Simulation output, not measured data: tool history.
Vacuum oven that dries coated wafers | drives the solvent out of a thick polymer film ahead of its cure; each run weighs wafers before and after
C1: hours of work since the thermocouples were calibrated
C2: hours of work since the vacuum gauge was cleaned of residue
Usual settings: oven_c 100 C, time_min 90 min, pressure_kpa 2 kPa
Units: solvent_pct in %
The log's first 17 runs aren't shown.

Run 18, hour 469.4: usual settings but pressure_kpa 1.92 kPa; C1 548; C2 867. Result: solvent_pct 2.18 %.
Run 19, hour 501.5: usual settings but pressure_kpa 1.92 kPa; C1 568; C2 888. Result: solvent_pct 2.1 %.
Run 20, hour 531.7: usual settings but pressure_kpa 1.92 kPa; C1 588; C2 907. Result: solvent_pct 2.22 %.
Run 21, hour 555.2: usual settings but pressure_kpa 6.37 kPa; C1 603; C2 923. Result: solvent_pct 4.09 %.
Run 22, hour 595.2: usual settings but oven_c 90 C, time_min 77 min, pressure_kpa 4.36 kPa; C1 629; C2 948. Result: solvent_pct 7.82 %.
Run 23, hour 630.2: usual settings but oven_c 90 C, time_min 77 min, pressure_kpa 4.36 kPa; C1 651; C2 971. Result: solvent_pct 7.76 %.
Run 24, hour 670.2: usual settings but oven_c 103 C, time_min 88 min; C1 677; C2 997. Result: solvent_pct 1.65 %.
Run 25, hour 699.5: usual settings but time_min 133 min, pressure_kpa 2.29 kPa; C1 696; C2 1016. Result: solvent_pct 1.33 %.
Run 26, hour 726.3: usual settings but time_min 133 min, pressure_kpa 2.29 kPa; C1 713; C2 1033. Result: solvent_pct 1.33 %.
Run 27, hour 745.8: usual settings but time_min 54 min, pressure_kpa 2.04 kPa; C1 726; C2 1046. Result: solvent_pct 4.56 %.
Run 28, hour 767.9: usual settings but time_min 137 min, pressure_kpa 3.24 kPa; C1 740; C2 1060. Result: solvent_pct 1.7 %.
Run 29, hour 789.9: usual settings but oven_c 104 C, time_min 89 min, pressure_kpa 1.81 kPa; C1 755; C2 1074. Result: solvent_pct 1.38 %.
Run 30, hour 810.4: usual settings but oven_c 104 C, time_min 89 min, pressure_kpa 1.81 kPa; C1 768; C2 1087. Result: solvent_pct 1.38 %.
Run 31, hour 846.6: usual settings but oven_c 104 C, time_min 89 min, pressure_kpa 1.81 kPa; C1 791; C2 1111. Result: solvent_pct 1.33 %.
Run 32, hour 881.9: usual settings but oven_c 104 C, time_min 89 min, pressure_kpa 1.81 kPa; C1 814; C2 1133. Result: solvent_pct 1.37 %.
Run 33, hour 910.6: usual settings but oven_c 106 C, time_min 89 min, pressure_kpa 7.13 kPa; C1 832; C2 1152. Result: solvent_pct 2.89 %.
Run 34, hour 930.6: usual settings but oven_c 113 C, time_min 51 min; C1 845; C2 1165. Result: solvent_pct 1.26 %.
Run 35, hour 948.2: usual settings but oven_c 113 C, time_min 51 min; C1 857; C2 1176. Result: solvent_pct 1.34 %.
Run 36, hour 976.5: usual settings but oven_c 85 C; C1 875; C2 1194. Result: solvent_pct 7.92 %.
Run 37, hour 996.4: usual settings but oven_c 85 C, pressure_kpa 6.36 kPa; C1 888; C2 1207. Result: solvent_pct 10.14 %.
Run 38, hour 1022.7: usual settings but oven_c 85 C, pressure_kpa 6.36 kPa; C1 905; C2 1224. Result: solvent_pct 10.22 %.

Forecast each of these 4 alternatives for the next run:
Run A, hour 1042.8: usual settings but oven_c 86 C, time_min 138 min, pressure_kpa 2.49 kPa; C1 918; C2 1237. Result: solvent_pct ?.
Run B, hour 1042.8: usual settings but oven_c 111 C, time_min 88 min; C1 918; C2 1237. Result: solvent_pct ?.
Run C, hour 1042.8: usual settings but oven_c 114 C, time_min 95 min, pressure_kpa 5.2 kPa; C1 918; C2 1237. Result: solvent_pct ?.
Run D, hour 1042.8: usual settings but oven_c 94 C, time_min 49 min, pressure_kpa 7.3 kPa; C1 918; C2 1237. Result: solvent_pct ?.

run  solvent_pct
  A         5.31
  B         0.64
  C         1.48
  D         9.67
Without the tool's hidden state the same runs would have given:
run  solvent_pct
  A         5.35
  B         0.64
  C         1.49
  D         9.71
